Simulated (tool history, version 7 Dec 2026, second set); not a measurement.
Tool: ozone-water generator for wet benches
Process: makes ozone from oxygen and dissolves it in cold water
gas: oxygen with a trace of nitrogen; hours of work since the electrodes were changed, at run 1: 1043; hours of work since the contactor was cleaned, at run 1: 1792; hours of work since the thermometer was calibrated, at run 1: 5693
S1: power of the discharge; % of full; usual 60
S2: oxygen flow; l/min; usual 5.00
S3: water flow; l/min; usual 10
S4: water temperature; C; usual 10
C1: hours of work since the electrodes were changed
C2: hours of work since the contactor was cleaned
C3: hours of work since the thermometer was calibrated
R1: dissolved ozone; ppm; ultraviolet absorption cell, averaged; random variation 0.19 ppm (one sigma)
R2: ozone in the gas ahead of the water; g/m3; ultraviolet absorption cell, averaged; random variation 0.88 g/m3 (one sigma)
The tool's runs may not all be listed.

run   hour  S1    S2  S3  S4    C1    C2    C3    R1     R2
  1    0.0  60  5.00  10  10  1043  1792  5693  27.2  143.9
  2   52.8  60  5.00  10  10  1094  1843  5744  27.1  145.1
      73.4  -- water thermometer calibrated
  3  102.1  60  5.00  10  10  1141  1890    28  27.3  143.3
  4  134.3  58  5.00  10  10  1172  1921    59  26.3  140.3
  5  168.1  41  5.00  10  10  1205  1954    91  19.2  104.2
  6  213.1  60  5.00  10   6  1248  1997   135  28.8  143.4
  7  236.5  60  5.00  10   5  1271  2020   157  29.4  143.3
  8  259.5  60  5.00  10   5  1293  2042   179  29.2  144.1
  9  298.8  60  5.00  10   5  1331  2080   217  29.2  144.6
     308.5  -- water thermometer calibrated, once more
 10  330.0  60  8.31  10  12  1360  2109    21  25.5  116.2
 11  352.0  60  4.45  10   6  1381  2131    42  28.4  151.4
 12  403.2  68  3.30   6   9  1431  2180    91  41.4  190.0
 13  447.3  68  3.30   6   9  1473  2223   134  41.2  187.4
 14  488.4  68  3.30   6   9  1513  2262   173  41.9  187.9
 15  527.0  46  3.30   6   9  1550  2299   210  29.9  133.3
 16  563.1  46  3.30   6   9  1585  2334   245  29.5  134.8
 17  592.9  95  5.00  11  10  1614  2363   274  37.5  214.3

Forecast each of these 5 alternatives for the next run:
  A  621.1  97  5.00  11  10  1641  2390  301   ?   ?
  B  621.1  60  6.02  10  10  1641  2390  301   ?   ?
  C  621.1  72  7.95  11   9  1641  2390  301   ?   ?
  D  621.1  95  5.70   6   9  1641  2390  301   ?   ?
  E  621.1  49  5.12  11   9  1641  2390  301   ?   ?

run    R1     R2
  A  38.1  218.7
  B  27.2  132.5
  C  29.8  139.8
  D  54.5  200.1
  E  21.4  118.9
Without the tool's hidden state the same runs would have given:
run    R1     R2
  A  39.9  225.1
  B  28.2  135.2
  C  31.1  143.1
  D  56.7  205.9
  E  22.2  120.8
